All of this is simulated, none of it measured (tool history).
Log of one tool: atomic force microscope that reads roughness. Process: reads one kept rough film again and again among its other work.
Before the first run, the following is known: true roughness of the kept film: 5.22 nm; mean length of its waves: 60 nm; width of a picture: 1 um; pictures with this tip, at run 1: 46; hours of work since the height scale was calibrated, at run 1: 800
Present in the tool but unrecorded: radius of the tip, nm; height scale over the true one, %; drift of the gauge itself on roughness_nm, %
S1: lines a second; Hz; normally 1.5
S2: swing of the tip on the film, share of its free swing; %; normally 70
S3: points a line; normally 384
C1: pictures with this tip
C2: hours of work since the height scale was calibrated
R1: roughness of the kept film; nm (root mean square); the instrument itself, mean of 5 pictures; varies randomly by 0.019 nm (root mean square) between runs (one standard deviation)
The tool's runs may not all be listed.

run,hour,S1,S2,S3,C1,C2,R1
1,0,1.5,70,384,46,800,4.411
2,41.5,1.5,70,384,92,829,4.319
3,74.7,1.5,70,384,128,851,4.247
4,103.7,1.5,84,384,160,871,3.931
5,138.8,1.5,84,384,198,895,3.856
6,168.7,1.5,70,384,231,916,4.067
7,207.3,1.5,70,384,274,942,3.996
8,265.4,1.5,70,384,337,982,3.909
# hour 269.8: new tip fitted
9,305.9,1.5,70,384,39,1009,4.453
10,350.7,1.5,70,384,89,1040,4.35
11,399.3,1.5,70,402,142,1073,4.238
12,437.2,0.64,70,459,184,1099,4.292
# hour 461.7: height scale calibrated on a step standard
13,468.3,1.15,61,893,217,4,4.374
14,526.3,1.15,74,853,280,44,4.075
15,573,1.15,74,853,332,76,4.032
# hour 583.6: new tip fitted
16,599,1.82,81,384,16,94,4.273
17,634.9,0.72,69,384,56,118,4.608
18,696.2,0.72,69,384,123,160,4.497
19,748.6,0.6,55,293,181,196,4.46
20,800.5,1.5,62,954,238,231,4.238
21,863.1,1.5,62,954,306,274,4.126
# hour 894.7: new tip fitted
22,898.2,0.64,59,469,3,298,4.812

Forecast each of these 3 alternatives for the next run:
A,945.2,1.48,77,611,55,330,?
B,945.2,0.64,78,469,55,330,?
C,945.2,1.27,64,861,55,330,?

run,R1
A,4.374
B,4.585
C,4.583
What these runs would have given with no unlogged condition in the tool:
run,R1
A,4.537
B,4.755
C,4.753
